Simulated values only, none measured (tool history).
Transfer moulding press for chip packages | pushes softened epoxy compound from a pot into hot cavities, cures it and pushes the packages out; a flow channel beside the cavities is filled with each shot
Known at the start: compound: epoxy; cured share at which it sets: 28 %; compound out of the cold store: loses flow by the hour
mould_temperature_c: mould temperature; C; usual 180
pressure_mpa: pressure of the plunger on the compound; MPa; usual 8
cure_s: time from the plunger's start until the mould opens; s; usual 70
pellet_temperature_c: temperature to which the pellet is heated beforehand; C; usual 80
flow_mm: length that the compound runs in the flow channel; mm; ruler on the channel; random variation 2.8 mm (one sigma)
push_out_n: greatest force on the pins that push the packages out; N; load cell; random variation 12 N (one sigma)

run,hour,mould_temperature_c,pressure_mpa,cure_s,pellet_temperature_c,incoming compound's hours out of the cold store,flow_mm,push_out_n
1,0,180,8,70,80,30.1,838,638
2,27.5,180,7.35,70,80,39.2,757,909
3,43.5,180,7.35,70,80,33.3,776,1067
# hour 59.7: cavities cleaned with cleaning compound and waxed
4,59.7,180,8,70,80,15.1,906,671
5,80.4,180,8,70,80,24.4,851,923
6,107.8,185,8,70,80,30.1,814,793
# hour 113.4: plunger's sealing rings changed
# hour 121.7: cavities cleaned with cleaning compound and waxed
7,129,185,8,70,80,36,814,590
8,143.7,186,8,70,80,14.6,918,707
9,160.4,186,8,70,80,9.9,944,778
# hour 179.6: cavities cleaned with cleaning compound and waxed
10,191.5,186,8,70,80,31,827,613
11,216,185,8,70,80,28.5,845,761
# hour 237.1: cavities cleaned with cleaning compound and waxed
12,253.1,180,8,70,80,47.5,759,829
13,279.5,180,8,59,80,17.2,911,1891
# hour 295.2: cavities cleaned with cleaning compound and waxed
14,299.4,180,8,59,80,43.4,770,1126
15,317.7,183,8.46,95,71,39.9,802,581
16,347.7,183,8.46,95,71,27.4,865,671
# hour 352.8: mould's thermocouples calibrated
# hour 357.4: cavities cleaned with cleaning compound and waxed
17,376,183,8.79,85,84,37.9,825,587
18,408.1,186,8.96,54,83,17.6,933,1688
# hour 414.8: mould's thermocouples calibrated, once more
# hour 419.4: cavities cleaned with cleaning compound and waxed
19,435.9,184,9.21,50,76,23,916,1982
# hour 456: plunger's sealing rings changed
20,456,180,8,91,85,44.4,780,656
21,476.8,180,8,103,76,44.5,783,651
# hour 480.4: cavities cleaned with cleaning compound and waxed
22,495.7,180,8,103,76,19.7,910,551
23,530.3,175,8,66,76,19.6,913,1893
# hour 539.1: cavities cleaned with cleaning compound and waxed
24,566.9,175,8,66,76,12.5,955,1822
# hour 599.1: cavities cleaned with cleaning compound and waxed
25,602.5,178,7.56,100,75,26.2,844,463
26,631.4,180,7.55,70,80,28.7,824,1045
27,648.4,188,7.57,106,81,20,848,654

Forecast each of these 3 alternatives for the next run:
# hour 656.7: cavities cleaned with cleaning compound and waxed
A,685,176,8.86,106,74,25.6,?,?
# hour 656.7: cavities cleaned with cleaning compound and waxed
B,685,176,8,61,80,29.2,?,?
# hour 656.7: cavities cleaned with cleaning compound and waxed
C,685,173,7.6,70,90,39.1,?,?

run,flow_mm,push_out_n
A,912,651
B,848,1867
C,780,1452
Without the tool's hidden state the same runs would have given:
run,flow_mm,push_out_n
A,934,398
B,869,1112
C,799,852
